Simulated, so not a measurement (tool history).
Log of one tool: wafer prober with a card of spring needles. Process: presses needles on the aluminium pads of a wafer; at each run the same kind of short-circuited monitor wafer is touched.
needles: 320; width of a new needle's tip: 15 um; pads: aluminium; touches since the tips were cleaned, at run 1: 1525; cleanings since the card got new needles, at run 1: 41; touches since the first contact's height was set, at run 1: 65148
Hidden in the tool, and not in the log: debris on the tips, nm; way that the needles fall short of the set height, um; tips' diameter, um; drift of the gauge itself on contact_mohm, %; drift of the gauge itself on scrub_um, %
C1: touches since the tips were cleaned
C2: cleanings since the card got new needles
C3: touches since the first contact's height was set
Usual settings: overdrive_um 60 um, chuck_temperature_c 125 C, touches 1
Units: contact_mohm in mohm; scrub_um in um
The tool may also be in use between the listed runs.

{"run": 1, "day": 0.0, "overdrive_um": 60, "chuck_temperature_c": 125, "touches": 1, "C1": 1525, "C2": 41, "C3": 65148, "contact_mohm": 268, "scrub_um": 16.35}
{"day": 0.746, "done": "tips cleaned on abrasive film"}
{"run": 2, "day": 1.05, "overdrive_um": 60, "chuck_temperature_c": 125, "touches": 1, "C1": 1582, "C2": 42, "C3": 70557, "contact_mohm": 269, "scrub_um": 16.28}
{"day": 1.762, "done": "tips cleaned on abrasive film"}
{"run": 3, "day": 1.762, "overdrive_um": 60, "chuck_temperature_c": 42, "touches": 1, "C1": 0, "C2": 43, "C3": 74211, "contact_mohm": 227, "scrub_um": 16.32}
{"run": 4, "day": 2.679, "overdrive_um": 60, "chuck_temperature_c": 42, "touches": 1, "C1": 4745, "C2": 43, "C3": 78956, "contact_mohm": 280, "scrub_um": 16.25}
{"day": 2.742, "done": "tips cleaned on abrasive film"}
{"run": 5, "day": 3.462, "overdrive_um": 52, "chuck_temperature_c": 125, "touches": 1, "C1": 3732, "C2": 44, "C3": 82995, "contact_mohm": 299, "scrub_um": 14.02}
{"day": 3.762, "done": "tips cleaned on abrasive film"}
{"run": 6, "day": 3.967, "overdrive_um": 52, "chuck_temperature_c": 125, "touches": 1, "C1": 1050, "C2": 45, "C3": 85569, "contact_mohm": 277, "scrub_um": 14.12}
{"day": 4.783, "done": "tips cleaned on abrasive film"}
{"run": 7, "day": 4.971, "overdrive_um": 52, "chuck_temperature_c": 125, "touches": 1, "C1": 975, "C2": 46, "C3": 90747, "contact_mohm": 269, "scrub_um": 14.06}
{"day": 5.783, "done": "tips cleaned on abrasive film"}
{"run": 8, "day": 5.817, "overdrive_um": 52, "chuck_temperature_c": 125, "touches": 1, "C1": 156, "C2": 47, "C3": 95084, "contact_mohm": 248, "scrub_um": 13.96}
{"day": 6.804, "done": "tips cleaned on abrasive film"}
{"run": 9, "day": 6.804, "overdrive_um": 60, "chuck_temperature_c": 125, "touches": 1, "C1": 0, "C2": 48, "C3": 100167, "contact_mohm": 246, "scrub_um": 16.27}
{"run": 10, "day": 7.696, "overdrive_um": 60, "chuck_temperature_c": 125, "touches": 1, "C1": 4625, "C2": 48, "C3": 104792, "contact_mohm": 289, "scrub_um": 16.27}
{"day": 7.783, "done": "tips cleaned on abrasive film"}
{"run": 11, "day": 8.696, "overdrive_um": 76, "chuck_temperature_c": 125, "touches": 1, "C1": 4715, "C2": 49, "C3": 109935, "contact_mohm": 276, "scrub_um": 20.65}
{"day": 8.8, "done": "tips cleaned on abrasive film"}
{"run": 12, "day": 9.525, "overdrive_um": 76, "chuck_temperature_c": 125, "touches": 1, "C1": 3747, "C2": 50, "C3": 114193, "contact_mohm": 273, "scrub_um": 20.47}
{"day": 9.808, "done": "tips cleaned on abrasive film"}
{"run": 13, "day": 10.438, "overdrive_um": 76, "chuck_temperature_c": 125, "touches": 1, "C1": 3245, "C2": 51, "C3": 118896, "contact_mohm": 269, "scrub_um": 20.54}
{"day": 10.846, "done": "tips cleaned on abrasive film"}
{"run": 14, "day": 11.579, "overdrive_um": 76, "chuck_temperature_c": 125, "touches": 1, "C1": 3806, "C2": 52, "C3": 124786, "contact_mohm": 272, "scrub_um": 20.54}
{"day": 11.858, "done": "tips cleaned on abrasive film"}
{"run": 15, "day": 12.171, "overdrive_um": 64, "chuck_temperature_c": 61, "touches": 2, "C1": 1596, "C2": 53, "C3": 127809, "contact_mohm": 244, "scrub_um": 17.19}
{"day": 12.858, "done": "tips cleaned on abrasive film"}
{"run": 16, "day": 13.108, "overdrive_um": 60, "chuck_temperature_c": 104, "touches": 1, "C1": 1312, "C2": 54, "C3": 132654, "contact_mohm": 259, "scrub_um": 16.15}
{"day": 13.862, "done": "tips cleaned on abrasive film"}
{"run": 17, "day": 13.875, "overdrive_um": 48, "chuck_temperature_c": 27, "touches": 1, "C1": 59, "C2": 55, "C3": 136578, "contact_mohm": 233, "scrub_um": 12.89}
{"day": 14.846, "done": "tips cleaned on abrasive film"}
{"run": 18, "day": 14.883, "overdrive_um": 48, "chuck_temperature_c": 27, "touches": 1, "C1": 204, "C2": 56, "C3": 141787, "contact_mohm": 234, "scrub_um": 12.77}
{"day": 15.821, "done": "tips cleaned on abrasive film"}
{"run": 19, "day": 15.829, "overdrive_um": 47, "chuck_temperature_c": 88, "touches": 3, "C1": 32, "C2": 57, "C3": 146644, "contact_mohm": 235, "scrub_um": 12.53}
{"run": 20, "day": 16.529, "overdrive_um": 47, "chuck_temperature_c": 88, "touches": 3, "C1": 3655, "C2": 57, "C3": 150267, "contact_mohm": 266, "scrub_um": 12.52}
{"day": 16.842, "done": "tips cleaned on abrasive film"}
{"day": 17.175, "done": "height of the first contact set anew"}
{"run": 21, "day": 17.396, "overdrive_um": 47, "chuck_temperature_c": 88, "touches": 3, "C1": 2811, "C2": 58, "C3": 1158, "contact_mohm": 255, "scrub_um": 12.9}
{"day": 17.883, "done": "tips cleaned on abrasive film"}
{"run": 22, "day": 17.929, "overdrive_um": 47, "chuck_temperature_c": 88, "touches": 3, "C1": 250, "C2": 59, "C3": 3892, "contact_mohm": 238, "scrub_um": 12.99}
{"run": 23, "day": 18.629, "overdrive_um": 64, "chuck_temperature_c": 86, "touches": 1, "C1": 3864, "C2": 59, "C3": 7506, "contact_mohm": 276, "scrub_um": 17.53}
{"day": 18.888, "done": "tips cleaned on abrasive film"}
{"run": 24, "day": 19.712, "overdrive_um": 66, "chuck_temperature_c": 112, "touches": 1, "C1": 4276, "C2": 60, "C3": 13093, "contact_mohm": 282, "scrub_um": 18.16}
{"day": 19.904, "done": "tips cleaned on abrasive film"}
{"run": 25, "day": 20.521, "overdrive_um": 52, "chuck_temperature_c": 50, "touches": 2, "C1": 3177, "C2": 61, "C3": 17234, "contact_mohm": 262, "scrub_um": 14.23}
{"day": 20.925, "done": "tips cleaned on abrasive film"}
{"run": 26, "day": 21.054, "overdrive_um": 50, "chuck_temperature_c": 50, "touches": 1, "C1": 665, "C2": 62, "C3": 19979, "contact_mohm": 256, "scrub_um": 13.69}
{"day": 21.917, "done": "tips cleaned on abrasive film"}
{"run": 27, "day": 21.933, "overdrive_um": 68, "chuck_temperature_c": 104, "touches": 2, "C1": 97, "C2": 63, "C3": 24507, "contact_mohm": 233, "scrub_um": 18.57}
{"run": 28, "day": 22.6, "overdrive_um": 48, "chuck_temperature_c": 121, "touches": 3, "C1": 3530, "C2": 63, "C3": 27940, "contact_mohm": 269, "scrub_um": 13.1}

3 ways to go on from here, each from the tool as it stands after run 28. What would each give?
{"day": 22.933, "done": "tips cleaned on abrasive film"}
{"run": "A", "day": 23.429, "overdrive_um": 60, "chuck_temperature_c": 63, "touches": 1, "C1": 2567, "C2": 64, "C3": 32218, "contact_mohm": "?", "scrub_um": "?"}
{"day": 22.933, "done": "tips cleaned on abrasive film"}
{"run": "B", "day": 23.429, "overdrive_um": 42, "chuck_temperature_c": 54, "touches": 2, "C1": 2567, "C2": 64, "C3": 32218, "contact_mohm": "?", "scrub_um": "?"}
{"day": 22.933, "done": "tips cleaned on abrasive film"}
{"run": "C", "day": 23.429, "overdrive_um": 52, "chuck_temperature_c": 68, "touches": 3, "C1": 2567, "C2": 64, "C3": 32218, "contact_mohm": "?", "scrub_um": "?"}

run=A contact_mohm=270 scrub_um=16.44
run=B contact_mohm=275 scrub_um=11.47
run=C contact_mohm=250 scrub_um=14.26
Without the tool's hidden state the same runs would have given:
run=A contact_mohm=225 scrub_um=16.53
run=B contact_mohm=223 scrub_um=11.56
run=C contact_mohm=229 scrub_um=14.35
